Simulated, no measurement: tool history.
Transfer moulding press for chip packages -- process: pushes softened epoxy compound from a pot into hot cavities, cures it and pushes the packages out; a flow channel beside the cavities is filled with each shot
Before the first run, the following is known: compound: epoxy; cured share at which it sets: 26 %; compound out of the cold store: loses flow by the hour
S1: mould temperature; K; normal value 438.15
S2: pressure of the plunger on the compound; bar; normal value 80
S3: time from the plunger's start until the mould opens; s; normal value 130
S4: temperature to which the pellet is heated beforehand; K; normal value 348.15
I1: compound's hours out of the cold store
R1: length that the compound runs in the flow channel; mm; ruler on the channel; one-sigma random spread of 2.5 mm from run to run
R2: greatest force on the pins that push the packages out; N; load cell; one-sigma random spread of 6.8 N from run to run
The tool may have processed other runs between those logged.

| run | hour | S1 | S2 | S3 | S4 | I1 | R1 | R2 |
|---|---|---|---|---|---|---|---|---|
| 1 | 0 | 438.15 | 80 | 130 | 348.15 | 30.6 | 914 | 296 |
| 2 | 14.6 | 438.15 | 80 | 130 | 348.15 | 31.1 | 909 | 329 |
| 3 | 31.3 | 438.15 | 80 | 130 | 348.15 | 42.3 | 846 | 322 |
| 4 | 46.2 | 438.15 | 80 | 130 | 348.15 | 35.6 | 880 | 359 |
| 5 | 55.6 | 438.15 | 80 | 130 | 348.15 | 33.1 | 899 | 356 |
| 6 | 69.1 | 438.15 | 80 | 162 | 348.15 | 43.1 | 840 | 314 |
| 7 | 78.4 | 438.15 | 67.1 | 128 | 348.15 | 35.3 | 807 | 369 |
| 8 | 90.3 | 446.15 | 80 | 124 | 343.15 | 32.1 | 871 | 314 |
| 9 | 102.3 | 438.15 | 64.9 | 130 | 348.15 | 13.8 | 904 | 392 |
| 10 | 112.6 | 439.15 | 92.5 | 130 | 347.15 | 32.4 | 957 | 380 |
| 11 | 120.7 | 432.15 | 80 | 157 | 357.15 | 26.9 | 954 | 428 |
|  | 125 | cavities cleaned with cleaning compound and waxed |
| 12 | 135.4 | 444.15 | 84.3 | 147 | 354.15 | 42.8 | 839 | 248 |

Below, each run's measurement less what the same run would have read without the hidden state. Both values contain the same run-to-run variation, but the gauge's scatter may not be the same in both:
The hidden state here: true mould temperature over the reading, C; pressure that reaches the compound, % of what is set; grip of the stained cavities, % over clean ones'; drift of the gauge itself on flow_mm, %; drift of the gauge itself on push_out_n, %.
| run | R1 | R2 |
|---|---|---|
| 1 | -33 | +22 |
| 2 | -34 | +40 |
| 3 | -32 | +55 |
| 4 | -34 | +71 |
| 5 | -35 | +77 |
| 6 | -34 | +76 |
| 7 | -33 | +93 |
| 8 | -36 | +84 |
| 9 | -38 | +109 |
| 10 | -41 | +110 |
| 11 | -41 | +125 |
| 12 | -36 | +15 |

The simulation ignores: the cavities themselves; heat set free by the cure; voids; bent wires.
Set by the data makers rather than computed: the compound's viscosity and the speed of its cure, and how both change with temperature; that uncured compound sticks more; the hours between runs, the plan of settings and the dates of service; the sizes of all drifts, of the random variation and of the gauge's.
